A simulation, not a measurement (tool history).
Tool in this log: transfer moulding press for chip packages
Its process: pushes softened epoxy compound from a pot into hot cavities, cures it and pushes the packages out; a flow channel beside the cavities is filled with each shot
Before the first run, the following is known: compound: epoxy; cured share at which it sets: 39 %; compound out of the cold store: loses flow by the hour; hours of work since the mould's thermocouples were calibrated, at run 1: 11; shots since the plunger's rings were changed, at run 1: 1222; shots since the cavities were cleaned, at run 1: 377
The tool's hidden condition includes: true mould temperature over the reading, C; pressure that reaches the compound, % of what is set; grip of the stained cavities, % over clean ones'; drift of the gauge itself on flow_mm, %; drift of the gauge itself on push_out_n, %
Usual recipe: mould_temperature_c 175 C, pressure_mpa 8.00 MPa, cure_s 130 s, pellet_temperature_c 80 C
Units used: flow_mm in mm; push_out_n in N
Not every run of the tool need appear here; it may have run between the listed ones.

| run | hour | mould_temperature_c | pressure_mpa | cure_s | pellet_temperature_c | hours of work since the mould's thermocouples were calibrated | shots since the plunger's rings were changed | shots since the cavities were cleaned | incoming compound's hours out of the cold store | flow_mm | push_out_n |
|---|---|---|---|---|---|---|---|---|---|---|---|
| 1 | 0.0 | 175 | 8.00 | 130 | 80 | 11 | 1222 | 377 | 37.4 | 913 | 425 |
|  | 44.0 | cavities cleaned with cleaning compound and waxed |
| 2 | 62.7 | 175 | 8.00 | 122 | 80 | 57 | 1914 | 211 | 30.6 | 939 | 412 |
|  | 123.5 | cavities cleaned with cleaning compound and waxed |
| 3 | 123.5 | 175 | 8.00 | 122 | 80 | 102 | 2586 | 0 | 31.8 | 923 | 274 |
| 4 | 175.8 | 175 | 8.00 | 122 | 80 | 141 | 3177 | 591 | 17.2 | 992 | 496 |
|  | 202.0 | cavities cleaned with cleaning compound and waxed |
| 5 | 229.0 | 175 | 8.00 | 122 | 80 | 180 | 3762 | 305 | 30.3 | 913 | 443 |
| 6 | 275.6 | 175 | 8.00 | 122 | 80 | 215 | 4289 | 832 | 37.2 | 870 | 504 |
|  | 282.2 | cavities cleaned with cleaning compound and waxed |
| 7 | 316.0 | 175 | 6.69 | 130 | 80 | 245 | 4729 | 382 | 33.5 | 808 | 407 |
|  | 347.0 | plunger's sealing rings changed |
|  | 361.4 | cavities cleaned with cleaning compound and waxed |
| 8 | 361.4 | 175 | 6.69 | 130 | 80 | 276 | 145 | 0 | 26.8 | 897 | 252 |
| 9 | 412.0 | 167 | 6.69 | 130 | 80 | 314 | 717 | 572 | 47.3 | 826 | 695 |
|  | 417.5 | mould's thermocouples calibrated |
|  | 441.2 | cavities cleaned with cleaning compound and waxed |
| 10 | 441.2 | 175 | 6.24 | 130 | 80 | 17 | 1009 | 0 | 11.2 | 928 | 288 |
| 11 | 480.9 | 175 | 6.24 | 130 | 80 | 47 | 1457 | 448 | 19.6 | 886 | 485 |
|  | 518.4 | cavities cleaned with cleaning compound and waxed |
| 12 | 542.9 | 175 | 8.00 | 114 | 90 | 92 | 2142 | 277 | 10.2 | 1046 | 531 |
| 13 | 588.4 | 175 | 8.00 | 114 | 90 | 126 | 2657 | 792 | 31.8 | 923 | 598 |
|  | 597.7 | cavities cleaned with cleaning compound and waxed |
| 14 | 649.9 | 175 | 8.00 | 114 | 90 | 172 | 3335 | 591 | 42.4 | 860 | 562 |
|  | 675.1 | cavities cleaned with cleaning compound and waxed |
| 15 | 686.7 | 175 | 8.00 | 114 | 90 | 198 | 3735 | 132 | 46.5 | 844 | 434 |
| 16 | 711.8 | 175 | 8.00 | 114 | 90 | 217 | 4018 | 415 | 9.6 | 1028 | 619 |
|  | 753.9 | cavities cleaned with cleaning compound and waxed |
| 17 | 758.9 | 175 | 8.00 | 114 | 90 | 252 | 4534 | 57 | 37.2 | 876 | 393 |

Entry by entry between the runs, the difference in hidden state between the last listed run before and the first listed run after:
After run 1, before run 2: cavities cleaned with cleaning compound and waxed (hour 44.0)
  true mould temperature over the reading, C: -0.17 -> -0.27; pressure that reaches the compound, % of what is set: 96.57 -> 94.88; grip of the stained cavities, % over clean ones': 68.8 -> 44.7
  measured result minus the result with no hidden state, flow_mm: -16 -> -24 mm; push_out_n: +176 -> +130 N
After run 2, before run 3: cavities cleaned with cleaning compound and waxed (hour 123.5)
  true mould temperature over the reading, C: -0.27 -> -0.37; pressure that reaches the compound, % of what is set: 94.88 -> 93.1; grip of the stained cavities, % over clean ones': 44.7 -> 1.2
  measured result minus the result with no hidden state, flow_mm: -24 -> -32 mm; push_out_n: +130 -> +9 N
After run 4, before run 5: cavities cleaned with cleaning compound and waxed (hour 202.0)
  true mould temperature over the reading, C: -0.45 -> -0.53; pressure that reaches the compound, % of what is set: 91.55 -> 89.95; grip of the stained cavities, % over clean ones': 74.4 -> 54.3
  measured result minus the result with no hidden state, flow_mm: -43 -> -48 mm; push_out_n: +217 -> +162 N
After run 6, before run 7: cavities cleaned with cleaning compound and waxed (hour 282.2)
  true mould temperature over the reading, C: -0.62 -> -0.68; pressure that reaches the compound, % of what is set: 88.58 -> 87.44; grip of the stained cavities, % over clean ones': 82 -> 64.6
  measured result minus the result with no hidden state, flow_mm: -52 -> -53 mm; push_out_n: +234 -> +169 N
After run 7, before run 8: plunger's sealing rings changed (hour 347.0); cavities cleaned with cleaning compound and waxed (hour 361.4)
  true mould temperature over the reading, C: -0.68 -> -0.75; pressure that reaches the compound, % of what is set: 87.44 -> 99.49; grip of the stained cavities, % over clean ones': 64.6 -> 0.2
  measured result minus the result with no hidden state, flow_mm: -53 -> +1 mm; push_out_n: +169 -> +9 N
After run 9, before run 10: mould's thermocouples calibrated (hour 417.5); cavities cleaned with cleaning compound and waxed (hour 441.2)
  true mould temperature over the reading, C: -0.83 -> -1.39; pressure that reaches the compound, % of what is set: 98 -> 97.17; grip of the stained cavities, % over clean ones': 73 -> 1.2
  measured result minus the result with no hidden state, flow_mm: -5 -> -8 mm; push_out_n: +317 -> +24 N
After run 11, before run 12: cavities cleaned with cleaning compound and waxed (hour 518.4)
  true mould temperature over the reading, C: -1.45 -> -1.55; pressure that reaches the compound, % of what is set: 95.86 -> 94.11; grip of the stained cavities, % over clean ones': 68 -> 51.3
  measured result minus the result with no hidden state, flow_mm: -13 -> -25 mm; push_out_n: +215 -> +215 N
After run 13, before run 14: cavities cleaned with cleaning compound and waxed (hour 597.7)
  true mould temperature over the reading, C: -1.63 -> -1.72; pressure that reaches the compound, % of what is set: 92.77 -> 90.96; grip of the stained cavities, % over clean ones': 80.8 -> 75.5
  measured result minus the result with no hidden state, flow_mm: -28 -> -36 mm; push_out_n: +301 -> +272 N
After run 14, before run 15: cavities cleaned with cleaning compound and waxed (hour 675.1)
  true mould temperature over the reading, C: -1.72 -> -1.78; pressure that reaches the compound, % of what is set: 90.96 -> 90.04; grip of the stained cavities, % over clean ones': 75.5 -> 37.1
  measured result minus the result with no hidden state, flow_mm: -36 -> -39 mm; push_out_n: +272 -> +149 N
After run 16, before run 17: cavities cleaned with cleaning compound and waxed (hour 753.9)
  true mould temperature over the reading, C: -1.82 -> -1.9; pressure that reaches the compound, % of what is set: 89.39 -> 88.05; grip of the stained cavities, % over clean ones': 67.7 -> 16.8
  measured result minus the result with no hidden state, flow_mm: -50 -> -50 mm; push_out_n: +294 -> +93 N
